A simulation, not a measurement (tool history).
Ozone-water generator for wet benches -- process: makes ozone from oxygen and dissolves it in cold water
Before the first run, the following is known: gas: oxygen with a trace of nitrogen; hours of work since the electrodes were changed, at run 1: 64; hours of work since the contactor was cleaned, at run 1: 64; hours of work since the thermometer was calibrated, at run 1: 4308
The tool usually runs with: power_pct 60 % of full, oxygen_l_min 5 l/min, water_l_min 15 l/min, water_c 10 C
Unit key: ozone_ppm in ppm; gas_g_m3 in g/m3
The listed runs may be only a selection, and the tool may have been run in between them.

run    hour  power_pct  oxygen_l_min  water_l_min  water_c  hours of work since the electrodes were changed  hours of work since the contactor was cleaned  hours of work since the thermometer was calibrated  ozone_ppm  gas_g_m3
  1       0         60             5           15       10                                               64                                             64                                                4308       24.9     157.6
  2    60.8         60             5           15       10                                              111                                            111                                                4355         25     158.3
  3   131.7         60             5           15       10                                              166                                            166                                                4411       24.8     158.3
  4   222.4         60             5           15       10                                              237                                            237                                                4481       24.6     157.7
  5   286.7         60             5           15       10                                              287                                            287                                                4532       24.7     155.8
  6   405.5         60             5           15       10                                              380                                            380                                                4624       24.8     157.9
  7   502.3         60             5           15       10                                              455                                            455                                                4700       24.6     157.2
  8   623.4         60             5           15       15                                              550                                            550                                                4794         23     157.1
  9   751.2         60             5           15       15                                              649                                            649                                                4894       22.5     155.9
 10   849.9         59             5           15       17                                              726                                            726                                                4971       21.8     153.9
 11   939.2         59             5           15       17                                              796                                            796                                                5040       21.9     151.8
 12  1004.8         59             5           15       17                                              847                                            847                                                5092       21.7     153.6
     1015.6  -- water thermometer calibrated
 13  1069.4         41          4.43           19        5                                              897                                            897                                                  42       16.2     125.6
 14  1142.3         41          4.43           15       17                                              954                                            954                                                  99       16.5     123.9
     1225.8  -- water thermometer calibrated, once more
 15  1280.9         60          6.36           19       10                                             1062                                           1062                                                  43       20.3       134
 16  1413.9         60          4.13           11        8                                             1165                                           1165                                                 147       30.9     174.2
 17  1471.2         86          3.03           15        7                                             1210                                           1210                                                 191       33.9     280.4
 18  1564.9         98          8.12            9        7                                             1283                                           1283                                                 264       43.9     168.1

Below are 3 alternative next runs, each starting from the tool's condition after run 18. Predict each:
  A  1633.9         79          8.12           18       10                                             1337                                           1337                                                 318          ?         ?
  B  1633.9         98          8.12            9       15                                             1337                                           1337                                                 318          ?         ?
  C  1633.9         60          7.55           11        8                                             1337                                           1337                                                 318          ?         ?

run  ozone_ppm  gas_g_m3
  A       25.2     141.2
  B       37.7     164.9
  C       27.8     118.9
The same runs, with their run-to-run variation unchanged, on a tool lacking any hidden condition would have given:
run  ozone_ppm  gas_g_m3
  A       26.3     145.8
  B       39.4       171
  C       28.7     121.9

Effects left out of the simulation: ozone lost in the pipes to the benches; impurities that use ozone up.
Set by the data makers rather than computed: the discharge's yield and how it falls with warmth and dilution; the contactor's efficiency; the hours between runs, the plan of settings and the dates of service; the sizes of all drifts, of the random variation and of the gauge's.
